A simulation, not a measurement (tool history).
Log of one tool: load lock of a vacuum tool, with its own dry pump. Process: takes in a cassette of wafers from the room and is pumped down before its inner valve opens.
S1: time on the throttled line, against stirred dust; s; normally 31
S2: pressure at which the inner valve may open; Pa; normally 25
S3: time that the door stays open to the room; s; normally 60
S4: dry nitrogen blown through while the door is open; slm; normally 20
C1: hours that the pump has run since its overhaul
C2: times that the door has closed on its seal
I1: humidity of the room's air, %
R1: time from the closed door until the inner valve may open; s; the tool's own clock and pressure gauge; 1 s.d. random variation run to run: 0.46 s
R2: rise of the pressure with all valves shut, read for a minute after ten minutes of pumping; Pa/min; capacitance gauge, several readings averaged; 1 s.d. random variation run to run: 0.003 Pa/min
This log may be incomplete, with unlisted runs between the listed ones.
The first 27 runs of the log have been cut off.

run 28 hour=2775.3 | S1=25 S2=42 S3=91 S4=8 | C1=4349 C2=32830 | I1=43.4 | R1=52.3 R2=0.151
run 29 hour=2837.5 | S1=25 S2=43 S3=231 S4=6 | C1=4412 C2=32960 | I1=41.6 | R1=52.6 R2=0.172
run 30 hour=2937.5 | S1=34 S2=22 S3=231 S4=6 | C1=4512 C2=33169 | I1=43.8 | R1=62.8 R2=0.171
run 31 hour=3058.9 | S1=34 S2=22 S3=231 S4=6 | C1=4633 C2=33423 | I1=45.7 | R1=61.9 R2=0.172
run 32 hour=3120.2 | S1=32 S2=34 S3=177 S4=20 | C1=4694 C2=33551 | I1=43.9 | R1=58.4 R2=0.155
run 33 hour=3220.7 | S1=55 S2=34 S3=35 S4=45 | C1=4795 C2=33762 | I1=46 | R1=77 R2=0.14
run 34 hour=3280.4 | S1=55 S2=34 S3=31 S4=45 | C1=4854 C2=33886 | I1=44.6 | R1=76.5 R2=0.143
run 35 hour=3336.5 | S1=31 S2=31 S3=218 S4=15 | C1=4911 C2=34004 | I1=46.2 | R1=58.8 R2=0.167
run 36 hour=3470.6 | S1=31 S2=31 S3=51 S4=26 | C1=5045 C2=34284 | I1=44.8 | R1=59.1 R2=0.151
run 37 hour=3592.8 | S1=55 S2=20 S3=25 S4=9 | C1=5167 C2=34540 | I1=42.4 | R1=78.1 R2=0.156

3 options for the next run, each taken on its own from the tool as it stands now. Forecast them:
run A hour=3692 | S1=31 S2=25 S3=60 S4=12 | C1=5266 C2=34747 | I1=43.9 | R1=? R2=?
run B hour=3692 | S1=31 S2=38 S3=145 S4=17 | C1=5266 C2=34747 | I1=49.2 | R1=? R2=?
run C hour=3692 | S1=28 S2=24 S3=60 S4=8 | C1=5266 C2=34747 | I1=42.2 | R1=? R2=?

run=A R1=59.4 R2=0.158
run=B R1=57.4 R2=0.16
run=C R1=58.7 R2=0.161
With no hidden state in the tool, these same runs would have given:
run=A R1=57.9 R2=0.021
run=B R1=56 R2=0.024
run=C R1=57.1 R2=0.024

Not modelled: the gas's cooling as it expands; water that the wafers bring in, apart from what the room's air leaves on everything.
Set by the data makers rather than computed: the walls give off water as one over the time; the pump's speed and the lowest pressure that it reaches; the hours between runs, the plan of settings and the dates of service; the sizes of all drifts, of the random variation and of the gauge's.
